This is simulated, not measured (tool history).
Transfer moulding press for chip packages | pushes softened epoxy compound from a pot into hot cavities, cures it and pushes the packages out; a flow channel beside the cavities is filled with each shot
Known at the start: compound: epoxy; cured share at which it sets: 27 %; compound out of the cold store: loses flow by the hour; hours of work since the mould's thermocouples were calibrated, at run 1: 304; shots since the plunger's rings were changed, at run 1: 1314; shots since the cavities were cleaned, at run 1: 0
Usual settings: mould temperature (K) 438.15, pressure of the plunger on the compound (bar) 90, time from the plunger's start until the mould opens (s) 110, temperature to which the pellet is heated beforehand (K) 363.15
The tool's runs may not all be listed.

| run | hour | mould temperature (K) | pressure of the plunger on the compound (bar) | time from the plunger's start until the mould opens (s) | temperature to which the pellet is heated beforehand (K) | hours of work since the mould's thermocouples were calibrated | shots since the plunger's rings were changed | shots since the cavities were cleaned | incoming compound's hours out of the cold store | length that the compound runs in the flow channel (mm) | greatest force on the pins that push the packages out (N) |
|---|---|---|---|---|---|---|---|---|---|---|---|
| 1 | 0 | 438.15 | 90 | 110 | 363.15 | 304 | 1314 | 0 | 40.6 | 857 | 327 |
| 2 | 7.6 | 438.15 | 90 | 110 | 363.15 | 309 | 1404 | 90 | 22.7 | 943 | 359 |
| 3 | 16.1 | 438.15 | 90 | 110 | 363.15 | 315 | 1505 | 191 | 39.7 | 860 | 391 |
| 4 | 28.2 | 438.15 | 90 | 110 | 369.15 | 324 | 1648 | 334 | 47.7 | 830 | 404 |
| 5 | 38.3 | 438.15 | 90 | 110 | 369.15 | 331 | 1767 | 453 | 35.1 | 885 | 428 |
| 6 | 48.5 | 438.15 | 90 | 110 | 369.15 | 338 | 1888 | 574 | 40.7 | 859 | 472 |
| 7 | 64 | 438.15 | 90 | 110 | 363.15 | 349 | 2071 | 757 | 20.7 | 949 | 533 |
| 8 | 71.7 | 438.15 | 90 | 110 | 363.15 | 354 | 2163 | 849 | 41.5 | 851 | 491 |
|  | 79.9 | cavities cleaned with cleaning compound and waxed |
| 9 | 85.8 | 438.15 | 90 | 110 | 363.15 | 363 | 2311 | 70 | 15.5 | 976 | 367 |
| 10 | 94.5 | 438.15 | 90 | 124 | 363.15 | 369 | 2415 | 174 | 19.8 | 944 | 355 |
| 11 | 108.1 | 438.15 | 90 | 110 | 355.15 | 378 | 2575 | 334 | 47.9 | 824 | 407 |
| 12 | 115.5 | 438.15 | 90 | 110 | 355.15 | 384 | 2664 | 423 | 14.6 | 964 | 460 |
| 13 | 128.8 | 441.15 | 90 | 110 | 363.15 | 393 | 2821 | 580 | 13 | 960 | 429 |
| 14 | 139.2 | 438.15 | 90 | 110 | 363.15 | 400 | 2944 | 703 | 36.7 | 865 | 472 |
| 15 | 152.3 | 438.15 | 108.1 | 110 | 359.15 | 409 | 3099 | 858 | 29.7 | 986 | 520 |
|  | 159.7 | cavities cleaned with cleaning compound and waxed |
| 16 | 168.6 | 438.15 | 90 | 101 | 363.15 | 420 | 3274 | 106 | 18.7 | 941 | 413 |
| 17 | 183.6 | 431.15 | 70.3 | 91 | 363.15 | 430 | 3451 | 283 | 16.6 | 883 | 969 |
| 18 | 191.8 | 440.15 | 90 | 102 | 363.15 | 436 | 3548 | 380 | 43.6 | 820 | 431 |
| 19 | 199.8 | 441.15 | 80.3 | 121 | 354.15 | 442 | 3643 | 475 | 11.5 | 894 | 397 |
| 20 | 215.6 | 438.15 | 90 | 103 | 363.15 | 453 | 3830 | 662 | 16.2 | 945 | 528 |
| 21 | 230.7 | 431.15 | 103.5 | 110 | 357.15 | 463 | 4009 | 841 | 20.7 | 1040 | 806 |
|  | 239.4 | cavities cleaned with cleaning compound and waxed |
| 22 | 246.2 | 439.15 | 93 | 141 | 366.15 | 473 | 4175 | 82 | 25.9 | 910 | 313 |
| 23 | 261.8 | 438.15 | 81.7 | 91 | 361.15 | 484 | 4359 | 266 | 36 | 813 | 544 |
| 24 | 279 | 438.15 | 81.7 | 91 | 361.15 | 496 | 4562 | 469 | 25.4 | 857 | 583 |
|  | 284.2 | plunger's sealing rings changed |
| 25 | 291.4 | 438.15 | 68.4 | 131 | 363.15 | 503 | 85 | 586 | 17.8 | 852 | 422 |
| 26 | 307.5 | 442.15 | 68.4 | 97 | 353.15 | 514 | 276 | 777 | 20.8 | 818 | 490 |
| 27 | 317.6 | 442.15 | 68.4 | 97 | 353.15 | 521 | 395 | 896 | 17.6 | 830 | 486 |
|  | 321.7 | cavities cleaned with cleaning compound and waxed |
| 28 | 328.5 | 438.15 | 70.1 | 121 | 359.15 | 528 | 507 | 81 | 23.2 | 836 | 325 |

3 ways to go on from here, each from the tool as it stands after run 28. What would each give?
| A | 341.8 | 440.15 | 90 | 103 | 355.15 | 537 | 664 | 238 | 14.9 | ? | ? |
| B | 341.8 | 438.15 | 104.3 | 140 | 359.15 | 537 | 664 | 238 | 43.1 | ? | ? |
| C | 341.8 | 438.15 | 70.1 | 114 | 365.15 | 537 | 664 | 238 | 33.2 | ? | ? |

| run | length that the compound runs in the flow channel (mm) | greatest force on the pins that push the packages out (N) |
|---|---|---|
| A | 976 | 409 |
| B | 925 | 365 |
| C | 789 | 401 |
Without the tool's hidden state the same runs would have given:
| run | length that the compound runs in the flow channel (mm) | greatest force on the pins that push the packages out (N) |
|---|---|---|
| A | 986 | 341 |
| B | 934 | 299 |
| C | 797 | 334 |
